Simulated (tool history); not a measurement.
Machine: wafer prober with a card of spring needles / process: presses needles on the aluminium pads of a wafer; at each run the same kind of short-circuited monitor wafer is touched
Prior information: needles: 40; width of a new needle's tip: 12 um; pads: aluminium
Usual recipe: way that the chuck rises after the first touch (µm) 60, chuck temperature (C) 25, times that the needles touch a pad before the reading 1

run   hour  way that the chuck rises after the first touch (µm)  chuck temperature (C)  times that the needles touch a pad before the reading  resistance of one needle with its contact and lead (mohm)  way that a needle slides on the pad (µm)
  1    0.0                                                   60                     25                                                      1                                                        303                                     13.37
       6.9  -- tips cleaned on abrasive film
      36.7  -- tips cleaned on abrasive film
      64.1  -- tips cleaned on abrasive film
  2   70.2                                                   60                     25                                                      1                                                        257                                     13.38
      92.4  -- tips cleaned on abrasive film
     124.0  -- tips cleaned on abrasive film
  3  149.9                                                   60                     25                                                      1                                                        308                                     13.33
     154.9  -- tips cleaned on abrasive film
     185.8  -- tips cleaned on abrasive film
     197.6  -- height of the first contact set anew
     215.8  -- tips cleaned on abrasive film
  4  227.2                                                   60                     25                                                      1                                                        288                                     13.47
     246.3  -- tips cleaned on abrasive film
     275.3  -- tips cleaned on abrasive film
  5  287.0                                                   74                     25                                                      1                                                        261                                     16.56
     305.7  -- tips cleaned on abrasive film
     337.9  -- tips cleaned on abrasive film
  6  347.9                                                   74                     25                                                      1                                                        249                                     16.52
     368.5  -- tips cleaned on abrasive film
     397.1  -- tips cleaned on abrasive film
     425.9  -- tips cleaned on abrasive film
  7  437.2                                                   74                     25                                                      1                                                        257                                     16.51
     457.1  -- tips cleaned on abrasive film
     490.3  -- tips cleaned on abrasive film
  8  516.8                                                   74                     25                                                      1                                                        272                                     16.47
     522.4  -- tips cleaned on abrasive film
     551.9  -- tips cleaned on abrasive film
  9  557.8                                                   74                     25                                                      1                                                        242                                     16.44
     576.6  -- height of the first contact set anew
     583.4  -- tips cleaned on abrasive film
     612.6  -- tips cleaned on abrasive film
 10  612.6                                                   60                     25                                                      2                                                        210                                     13.45
     643.1  -- tips cleaned on abrasive film
 11  670.0                                                   60                     31                                                      2                                                        271                                     13.44
     676.9  -- tips cleaned on abrasive film
     704.7  -- tips cleaned on abrasive film
 12  713.9                                                   60                     31                                                      2                                                        249                                     13.37
     732.6  -- tips cleaned on abrasive film
     762.3  -- tips cleaned on abrasive film
 13  771.8                                                   60                     31                                                      2                                                        253                                     13.38

Predict each of these 3 candidate next runs independently; none follows another, all start after run 13:
     795.1  -- tips cleaned on abrasive film
  A  814.5                                                   67                     58                                                      1                                                          ?                                         ?
     795.1  -- tips cleaned on abrasive film
  B  814.5                                                   70                     25                                                      3                                                          ?                                         ?
     795.1  -- tips cleaned on abrasive film
  C  814.5                                                   59                     31                                                      1                                                          ?                                         ?

run  resistance of one needle with its contact and lead (mohm)  way that a needle slides on the pad (µm)
  A                                                        288                                     14.92
  B                                                        233                                     15.61
  C                                                        312                                     13.13
What these runs would have given with no unlogged condition in the tool:
run  resistance of one needle with its contact and lead (mohm)  way that a needle slides on the pad (µm)
  A                                                        207                                     15.02
  B                                                        203                                     15.71
  C                                                        206                                     13.23
